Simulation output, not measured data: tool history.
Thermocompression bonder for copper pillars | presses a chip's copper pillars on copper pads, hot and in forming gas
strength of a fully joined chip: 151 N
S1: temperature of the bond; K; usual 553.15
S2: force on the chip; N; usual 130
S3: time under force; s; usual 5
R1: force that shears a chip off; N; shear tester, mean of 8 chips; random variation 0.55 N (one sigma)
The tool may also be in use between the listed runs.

run 1 hour=0.0 | S1=553.15 S2=130 S3=5 | R1=99.3
run 2 hour=14.6 | S1=553.15 S2=159 S3=5 | R1=113.0
run 3 hour=30.0 | S1=553.15 S2=159 S3=5 | R1=112.5
run 4 hour=44.9 | S1=553.15 S2=159 S3=5 | R1=112.3
run 5 hour=58.6 | S1=553.15 S2=130 S3=3 | R1=83.6
run 6 hour=69.7 | S1=553.15 S2=130 S3=5 | R1=97.7
run 7 hour=86.6 | S1=553.15 S2=130 S3=5 | R1=97.2
run 8 hour=102.7 | S1=545.15 S2=130 S3=5 | R1=91.7
run 9 hour=116.2 | S1=553.15 S2=130 S3=5 | R1=98.5
run 10 hour=127.4 | S1=553.15 S2=130 S3=5 | R1=97.7
run 11 hour=136.6 | S1=581.15 S2=130 S3=5 | R1=120.8
run 12 hour=144.9 | S1=553.15 S2=105 S3=5 | R1=82.5
run 13 hour=153.7 | S1=542.15 S2=105 S3=5 | R1=72.6
-- hour=169.5 forming gas filter changed
run 14 hour=171.0 | S1=542.15 S2=105 S3=5 | R1=72.0
run 15 hour=186.0 | S1=553.15 S2=130 S3=5 | R1=97.6
run 16 hour=195.0 | S1=553.15 S2=130 S3=3 | R1=83.4
run 17 hour=208.5 | S1=553.15 S2=130 S3=3 | R1=83.4
run 18 hour=225.3 | S1=553.15 S2=130 S3=3 | R1=83.3
run 19 hour=237.9 | S1=553.15 S2=130 S3=3 | R1=83.4
run 20 hour=255.2 | S1=573.15 S2=130 S3=5 | R1=113.1
run 21 hour=269.9 | S1=552.15 S2=130 S3=3 | R1=81.3
run 22 hour=279.4 | S1=552.15 S2=130 S3=3 | R1=81.4
run 23 hour=288.2 | S1=552.15 S2=130 S3=3 | R1=82.4
run 24 hour=300.2 | S1=564.15 S2=150 S3=3 | R1=102.6
-- hour=312.3 gauge calibrated
run 25 hour=316.6 | S1=538.15 S2=176 S3=3 | R1=92.1
run 26 hour=326.8 | S1=538.15 S2=99 S3=3 | R1=54.7
run 27 hour=336.2 | S1=538.15 S2=99 S3=3 | R1=54.1
run 28 hour=351.2 | S1=538.15 S2=99 S3=3 | R1=54.7
run 29 hour=359.8 | S1=541.15 S2=114 S3=5 | R1=78.1
run 30 hour=370.7 | S1=541.15 S2=114 S3=5 | R1=77.9
run 31 hour=382.5 | S1=553.15 S2=130 S3=6 | R1=102.8
run 32 hour=399.7 | S1=553.15 S2=130 S3=6 | R1=103.3
run 33 hour=415.3 | S1=553.15 S2=130 S3=6 | R1=102.2
-- hour=417.3 forming gas filter changed
run 34 hour=426.8 | S1=553.15 S2=91 S3=6 | R1=78.4
run 35 hour=438.6 | S1=579.15 S2=164 S3=10 | R1=141.3
run 36 hour=447.5 | S1=579.15 S2=164 S3=10 | R1=142.2
run 37 hour=460.6 | S1=562.15 S2=175 S3=6 | R1=128.9
-- hour=477.0 force cell calibrated
run 38 hour=479.2 | S1=551.15 S2=80 S3=3 | R1=52.2
run 39 hour=491.0 | S1=552.15 S2=124 S3=3 | R1=80.1

Measured less the same run without the tool's hidden state. The same run-to-run variation is in both; the gauge's scatter may not be:
The hidden state here: true temperature of the bond over the reading, C; force that reaches the chip, % of what is set; oxide that the forming gas leaves, % of the face; drift of the gauge itself on shear_n, %.
run=1 R1=+0.0
run=2 R1=-0.2
run=3 R1=-0.3
run=4 R1=-0.5
run=5 R1=-0.5
run=6 R1=-0.7
run=7 R1=-0.9
run=8 R1=-1.0
run=9 R1=-1.1
run=10 R1=-1.3
run=11 R1=-1.7
run=12 R1=-1.2
run=13 R1=-1.1
run=14 R1=-1.1
run=15 R1=-1.6
run=16 R1=-1.5
run=17 R1=-1.6
run=18 R1=-1.8
run=19 R1=-1.9
run=20 R1=-2.7
run=21 R1=-2.1
run=22 R1=-2.2
run=23 R1=-2.2
run=24 R1=-3.0
run=25 R1=+0.0
run=26 R1=+0.0
run=27 R1=-0.1
run=28 R1=-0.2
run=29 R1=-0.3
run=30 R1=-0.4
run=31 R1=-0.7
run=32 R1=-0.9
run=33 R1=-1.0
run=34 R1=-0.8
run=35 R1=-1.6
run=36 R1=-1.8
run=37 R1=-1.8
run=38 R1=-0.7
run=39 R1=-1.1

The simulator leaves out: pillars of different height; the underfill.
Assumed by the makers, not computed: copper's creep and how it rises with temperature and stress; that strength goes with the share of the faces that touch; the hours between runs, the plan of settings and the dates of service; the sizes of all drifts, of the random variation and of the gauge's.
